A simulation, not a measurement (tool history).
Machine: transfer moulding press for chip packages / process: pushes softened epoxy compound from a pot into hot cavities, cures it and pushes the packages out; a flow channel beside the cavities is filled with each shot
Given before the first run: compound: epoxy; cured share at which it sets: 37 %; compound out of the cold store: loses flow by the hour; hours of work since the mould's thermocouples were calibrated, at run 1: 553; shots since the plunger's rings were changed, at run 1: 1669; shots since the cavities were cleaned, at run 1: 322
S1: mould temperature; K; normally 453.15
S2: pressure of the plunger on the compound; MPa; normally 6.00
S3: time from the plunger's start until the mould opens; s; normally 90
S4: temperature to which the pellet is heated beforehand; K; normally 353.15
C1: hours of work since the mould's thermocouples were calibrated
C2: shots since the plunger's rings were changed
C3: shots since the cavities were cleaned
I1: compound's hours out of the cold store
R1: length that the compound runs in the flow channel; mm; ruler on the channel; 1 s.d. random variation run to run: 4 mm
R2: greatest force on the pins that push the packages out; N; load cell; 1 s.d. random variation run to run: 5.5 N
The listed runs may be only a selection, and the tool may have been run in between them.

run,hour,S1,S2,S3,S4,C1,C2,C3,I1,R1,R2
1,0.0,453.15,6.00,90,353.15,553,1669,322,29.6,780,191
2,41.4,453.15,6.00,90,353.15,585,2284,937,15.0,834,199
# hour 55.4: cavities cleaned with cleaning compound and waxed
3,83.8,453.15,6.00,90,353.15,616,2891,423,40.2,745,186
# hour 108.3: plunger's sealing rings changed
4,110.0,453.15,6.00,90,353.15,634,25,773,11.7,828,202
# hour 133.4: cavities cleaned with cleaning compound and waxed
5,164.1,453.15,6.00,90,353.15,674,807,455,42.3,738,188
# hour 173.1: mould's thermocouples calibrated
# hour 211.0: cavities cleaned with cleaning compound and waxed
6,213.9,453.15,6.00,90,353.15,30,1493,43,26.0,784,197
7,263.6,451.15,6.00,90,353.15,68,2231,781,15.8,833,216
# hour 286.1: cavities cleaned with cleaning compound and waxed
8,300.7,451.15,6.00,90,353.15,95,2759,216,18.1,822,206
# hour 333.0: plunger's sealing rings changed
9,337.5,451.15,6.00,90,353.15,121,66,725,24.7,801,210
# hour 364.7: cavities cleaned with cleaning compound and waxed
10,383.6,453.15,4.56,90,353.15,155,729,281,46.2,633,198
11,430.7,453.15,6.00,90,353.15,190,1428,980,21.9,801,188
# hour 440.5: cavities cleaned with cleaning compound and waxed
12,455.1,453.15,6.00,90,353.15,208,1767,216,46.2,728,185
13,476.9,453.15,6.00,77,353.15,224,2091,540,23.8,798,256
14,499.2,453.15,4.71,90,353.15,241,2422,871,44.5,648,180
# hour 518.3: cavities cleaned with cleaning compound and waxed
15,525.1,453.15,4.71,90,353.15,260,2783,99,42.7,654,191
# hour 555.0: plunger's sealing rings changed
16,557.0,453.15,4.71,90,353.15,282,30,536,40.7,661,196
# hour 595.3: cavities cleaned with cleaning compound and waxed
17,597.7,453.15,4.71,90,353.15,312,611,34,19.5,721,202
18,625.6,453.15,6.37,122,353.15,333,1027,450,34.3,787,150
# hour 669.7: cavities cleaned with cleaning compound and waxed
19,669.7,453.15,6.00,90,344.15,365,1659,0,9.2,855,191
20,702.4,453.15,6.00,90,344.15,390,2144,485,44.5,738,183
21,738.6,446.15,4.82,90,353.15,418,2682,1023,26.7,731,279
# hour 744.5: cavities cleaned with cleaning compound and waxed
# hour 777.4: plunger's sealing rings changed
22,779.9,445.15,6.55,90,353.15,446,37,488,26.9,852,296
# hour 821.6: cavities cleaned with cleaning compound and waxed
23,821.6,453.15,6.64,90,353.15,477,633,0,34.2,805,189
24,862.7,457.15,6.04,91,353.15,508,1243,610,15.1,811,167
# hour 898.8: cavities cleaned with cleaning compound and waxed
25,898.8,457.15,6.04,91,353.15,534,1756,0,26.8,776,171
26,930.5,447.15,6.04,115,353.15,558,2228,472,26.2,811,177
27,961.5,450.15,5.81,80,347.15,582,2687,931,28.0,788,272

Each row is a separate what-if for the run after 27, all from the same tool condition, not one after another. Results?
# hour 973.4: cavities cleaned with cleaning compound and waxed
A,988.5,453.15,4.79,90,353.15,601,3066,225,19.7,?,?
# hour 973.4: cavities cleaned with cleaning compound and waxed
B,988.5,448.15,5.58,90,360.15,601,3066,225,37.9,?,?
# hour 973.4: cavities cleaned with cleaning compound and waxed
C,988.5,450.15,6.46,81,347.15,601,3066,225,12.5,?,?

run,R1,R2
A,732,193
B,741,237
C,882,284
Had the tool no hidden state, the same runs would have come out as:
run,R1,R2
A,732,192
B,741,236
C,882,283
